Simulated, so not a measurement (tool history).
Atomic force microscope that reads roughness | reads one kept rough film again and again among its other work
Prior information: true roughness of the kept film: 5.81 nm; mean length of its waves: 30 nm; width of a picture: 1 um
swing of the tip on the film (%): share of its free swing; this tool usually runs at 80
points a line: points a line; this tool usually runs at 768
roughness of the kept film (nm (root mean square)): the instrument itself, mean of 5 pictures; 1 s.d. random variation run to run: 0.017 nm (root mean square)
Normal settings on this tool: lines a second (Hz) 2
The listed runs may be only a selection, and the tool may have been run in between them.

run,day,lines a second (Hz),swing of the tip on the film (%),points a line,roughness of the kept film (nm (root mean square))
1,0,2,80,768,3.599
# day 1.521: new tip fitted
2,1.562,2.95,80,768,3.925
3,4.95,2,87,768,3.334
# day 6.454: new tip fitted
4,6.454,2,87,768,3.883
5,9.883,2,87,768,3.341
# day 11.383: new tip fitted
6,12.929,2,87,768,3.612
7,15.212,2,87,768,3.262
# day 16.367: new tip fitted
8,17.975,2,80,768,3.904
9,20.275,2,80,768,3.488
# day 21.292: new tip fitted
10,21.938,2,80,768,4.092
11,24.529,2,80,768,3.64
# day 26.304: new tip fitted
12,26.933,2,80,768,4.093
13,28.792,0.57,75,304,4.366
14,31.071,3.23,56,994,3.855

Run 15 comes next. What will it give?
# day 31.246: new tip fitted
15,32.708,2,80,734,?

roughness of the kept film (nm (root mean square)): 3.946
With the hidden condition absent and the run-to-run variation left alone, this run would have shown roughness of the kept film (nm (root mean square)) 4.21.

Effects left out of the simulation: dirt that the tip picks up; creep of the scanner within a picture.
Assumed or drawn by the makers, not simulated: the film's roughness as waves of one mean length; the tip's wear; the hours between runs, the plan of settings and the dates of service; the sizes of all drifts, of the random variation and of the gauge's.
